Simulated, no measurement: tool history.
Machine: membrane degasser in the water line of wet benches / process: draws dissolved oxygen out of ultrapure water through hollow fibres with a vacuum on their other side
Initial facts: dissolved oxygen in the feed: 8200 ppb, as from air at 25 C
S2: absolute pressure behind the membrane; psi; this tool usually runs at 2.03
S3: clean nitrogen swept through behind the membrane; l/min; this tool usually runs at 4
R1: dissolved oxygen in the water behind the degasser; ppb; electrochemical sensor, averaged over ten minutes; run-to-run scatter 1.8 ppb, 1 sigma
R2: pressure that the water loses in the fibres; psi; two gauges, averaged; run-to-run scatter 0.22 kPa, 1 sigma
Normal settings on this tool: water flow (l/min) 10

{"run": 1, "hour": 0.0, "water flow (l/min)": 10, "S2": 2.03, "S3": 4, "R1": 183.3, "R2": 7.851}
{"run": 2, "hour": 26.9, "water flow (l/min)": 10, "S2": 2.03, "S3": 4, "R1": 183.9, "R2": 7.921}
{"run": 3, "hour": 54.0, "water flow (l/min)": 10, "S2": 1.62, "S3": 4, "R1": 164.4, "R2": 7.848}
{"run": 4, "hour": 108.4, "water flow (l/min)": 10, "S2": 2.03, "S3": 4, "R1": 181.4, "R2": 7.829}
{"run": 5, "hour": 141.1, "water flow (l/min)": 10, "S2": 2.03, "S3": 4, "R1": 182.9, "R2": 7.819}
{"run": 6, "hour": 186.3, "water flow (l/min)": 9, "S2": 2.03, "S3": 4, "R1": 143.5, "R2": 7.132}
{"run": 7, "hour": 239.8, "water flow (l/min)": 9, "S2": 2.03, "S3": 4, "R1": 143.6, "R2": 7.123}
{"run": 8, "hour": 288.9, "water flow (l/min)": 9, "S2": 2.03, "S3": 4, "R1": 143.7, "R2": 7.098}
{"run": 9, "hour": 342.7, "water flow (l/min)": 9, "S2": 2.03, "S3": 4, "R1": 144.5, "R2": 7.072}
{"run": 10, "hour": 380.2, "water flow (l/min)": 9, "S2": 4.37, "S3": 4, "R1": 231.1, "R2": 7.089}

Branching from run 10: 5 alternative next runs. What would each branch give?
{"run": "A", "hour": 417.2, "water flow (l/min)": 6, "S2": 3.99, "S3": 11.13, "R1": "?", "R2": "?"}
{"run": "B", "hour": 417.2, "water flow (l/min)": 9, "S2": 5.05, "S3": 4, "R1": "?", "R2": "?"}
{"run": "C", "hour": 417.2, "water flow (l/min)": 9, "S2": 4.37, "S3": 4, "R1": "?", "R2": "?"}
{"run": "D", "hour": 417.2, "water flow (l/min)": 9, "S2": 4.37, "S3": 2.54, "R1": "?", "R2": "?"}
{"run": "E", "hour": 417.2, "water flow (l/min)": 13, "S2": 2.09, "S3": 11.79, "R1": "?", "R2": "?"}

run=A R1=51.7 R2=4.731
run=B R1=255.4 R2=7.155
run=C R1=232.3 R2=7.078
run=D R1=314.6 R2=7.092
run=E R1=278.4 R2=10.267
With no hidden state in the tool, these same runs would have given:
run=A R1=49.3 R2=4.654
run=B R1=247.4 R2=7.04
run=C R1=224.6 R2=6.963
run=D R1=306 R2=6.978
run=E R1=264.3 R2=10.102

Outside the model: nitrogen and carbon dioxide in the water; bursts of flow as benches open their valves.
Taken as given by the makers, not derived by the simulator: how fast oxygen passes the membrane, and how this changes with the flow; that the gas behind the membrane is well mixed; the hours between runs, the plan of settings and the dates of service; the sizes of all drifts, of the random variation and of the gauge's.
